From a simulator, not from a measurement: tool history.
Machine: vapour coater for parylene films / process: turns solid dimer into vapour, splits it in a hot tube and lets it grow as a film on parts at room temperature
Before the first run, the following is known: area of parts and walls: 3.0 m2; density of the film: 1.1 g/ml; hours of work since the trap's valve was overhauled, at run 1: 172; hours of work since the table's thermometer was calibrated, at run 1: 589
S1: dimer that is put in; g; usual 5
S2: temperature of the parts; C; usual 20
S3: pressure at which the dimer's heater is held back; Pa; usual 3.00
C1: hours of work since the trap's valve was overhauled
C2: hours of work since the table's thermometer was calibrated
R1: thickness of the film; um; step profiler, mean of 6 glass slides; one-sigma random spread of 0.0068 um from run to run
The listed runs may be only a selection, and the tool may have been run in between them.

run    hour  S1  S2    S3   C1   C2     R1
  1     0.0   5  20  3.00  172  589  1.176
  2    50.2   5  20  3.00  213  631  1.171
  3   101.2   5  20  3.00  255  673  1.173
  4   138.6   5  20  3.00  286  704  1.180
  5   176.6   5  20  3.00  318  736  1.175
  6   221.6   5  20  3.00  355  773  1.163
      262.4  -- table's thermometer calibrated
  7   268.0   5  20  3.00  392    5  1.170
      287.4  -- trap's valve overhauled
  8   299.2   5  20  3.00   10   27  1.168
  9   341.5   5  20  3.00   45   62  1.166
 10   367.4   5  20  3.00   66   84  1.157
 11   419.8   5  20  3.00  109  127  1.175
 12   458.4   7  20  3.00  141  159  1.639
 13   494.7   7  20  3.00  171  189  1.631
 14   534.1   7  20  3.00  204  221  1.642
 15   568.4   7  20  3.00  232  250  1.632
 16   599.0   7  14  9.08  258  275  1.583
 17   647.8   5  27  3.40  298  315  0.967
 18   697.3   5  27  3.40  339  356  0.970
 19   731.5   5  20  4.78  367  385  1.090
 20   754.1   5  20  4.78  386  403  1.084
      782.3  -- trap's valve overhauled
 21   783.0   5  20  4.78    1  424  1.075
 22   823.7   5  20  2.66   34  458  1.191
 23   845.9   5  20  2.66   53  476  1.191
 24   885.3   8  23  8.22   85  509  1.491
 25   923.0   4  20  2.83  116  540  0.947
 26   949.4   4  22  2.15  138  562  0.938
 27   988.8   7  22  2.15  171  594  1.648
 28  1020.7   7  22  2.15  197  621  1.648
 29  1065.5   7  22  2.15  234  658  1.647

Across each entry between runs, compare the hidden state at the last listed run before it with the hidden state at the first listed run after it:
Runs 6 to 7: table's thermometer calibrated (hour 262.4)
  true temperature of the parts over the reading, C: -0.01 -> 0
Runs 7 to 8: trap's valve overhauled (hour 287.4)
  vapour lost through the trap's worn valve, %: 0.1 -> 0
Runs 20 to 21: trap's valve overhauled (hour 782.3)
  vapour lost through the trap's worn valve, %: 0.1 -> 0
